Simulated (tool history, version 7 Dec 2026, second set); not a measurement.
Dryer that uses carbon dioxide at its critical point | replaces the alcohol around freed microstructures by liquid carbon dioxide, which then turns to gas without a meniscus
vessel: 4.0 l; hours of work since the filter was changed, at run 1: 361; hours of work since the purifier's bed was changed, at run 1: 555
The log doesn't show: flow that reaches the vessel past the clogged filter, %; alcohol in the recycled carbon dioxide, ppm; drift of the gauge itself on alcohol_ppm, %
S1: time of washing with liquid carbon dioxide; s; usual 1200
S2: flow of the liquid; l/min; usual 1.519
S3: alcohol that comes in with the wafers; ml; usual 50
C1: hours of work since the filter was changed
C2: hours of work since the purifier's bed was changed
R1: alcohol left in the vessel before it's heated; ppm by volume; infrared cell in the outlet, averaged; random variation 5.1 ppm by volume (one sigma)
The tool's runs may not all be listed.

run 1 hour=0.0 | S1=1200 S2=1.519 S3=50 | C1=361 C2=555 | R1=129
run 2 hour=15.2 | S1=1200 S2=1.519 S3=50 | C1=370 C2=564 | R1=136
run 3 hour=26.4 | S1=1200 S2=1.519 S3=50 | C1=376 C2=570 | R1=136
run 4 hour=39.6 | S1=1200 S2=1.160 S3=50 | C1=384 C2=578 | R1=342
run 5 hour=58.4 | S1=1200 S2=1.160 S3=50 | C1=394 C2=589 | R1=350
run 6 hour=79.5 | S1=1200 S2=1.160 S3=50 | C1=406 C2=601 | R1=358
run 7 hour=103.0 | S1=1200 S2=1.519 S3=102 | C1=420 C2=614 | R1=232
run 8 hour=121.2 | S1=1200 S2=1.519 S3=102 | C1=430 C2=624 | R1=226
run 9 hour=141.9 | S1=1200 S2=1.519 S3=102 | C1=442 C2=636 | R1=242
run 10 hour=161.4 | S1=1200 S2=1.519 S3=102 | C1=453 C2=647 | R1=245
run 11 hour=184.5 | S1=900 S2=1.519 S3=94 | C1=467 C2=661 | R1=637
run 12 hour=199.5 | S1=900 S2=1.519 S3=94 | C1=475 C2=669 | R1=645
run 13 hour=212.1 | S1=900 S2=1.519 S3=94 | C1=482 C2=676 | R1=665
run 14 hour=231.3 | S1=1500 S2=1.160 S3=30 | C1=493 C2=687 | R1=140
run 15 hour=256.1 | S1=1200 S2=1.160 S3=47 | C1=508 C2=702 | R1=367
run 16 hour=274.5 | S1=1200 S2=1.160 S3=47 | C1=518 C2=712 | R1=382
run 17 hour=287.6 | S1=900 S2=1.070 S3=92 | C1=526 C2=720 | R1=1895
run 18 hour=309.8 | S1=1740 S2=2.130 S3=44 | C1=538 C2=732 | R1=69
run 19 hour=320.4 | S1=780 S2=2.130 S3=44 | C1=544 C2=738 | R1=188
run 20 hour=337.2 | S1=1380 S2=0.920 S3=51 | C1=554 C2=748 | R1=586

3 ways to go on from here, each from the tool as it stands after run 20. What would each give?
-- hour=341.8 inlet filter changed
run A hour=362.3 | S1=1200 S2=2.470 S3=21 | C1=12 C2=762 | R1=?
-- hour=341.8 inlet filter changed
run B hour=362.3 | S1=720 S2=1.519 S3=37 | C1=12 C2=762 | R1=?
-- hour=341.8 inlet filter changed
run C hour=362.3 | S1=1380 S2=0.920 S3=45 | C1=12 C2=762 | R1=?

run=A R1=76
run=B R1=397
run=C R1=359
Without the tool's hidden state the same runs would have given:
run=A R1=7
run=B R1=322
run=C R1=284

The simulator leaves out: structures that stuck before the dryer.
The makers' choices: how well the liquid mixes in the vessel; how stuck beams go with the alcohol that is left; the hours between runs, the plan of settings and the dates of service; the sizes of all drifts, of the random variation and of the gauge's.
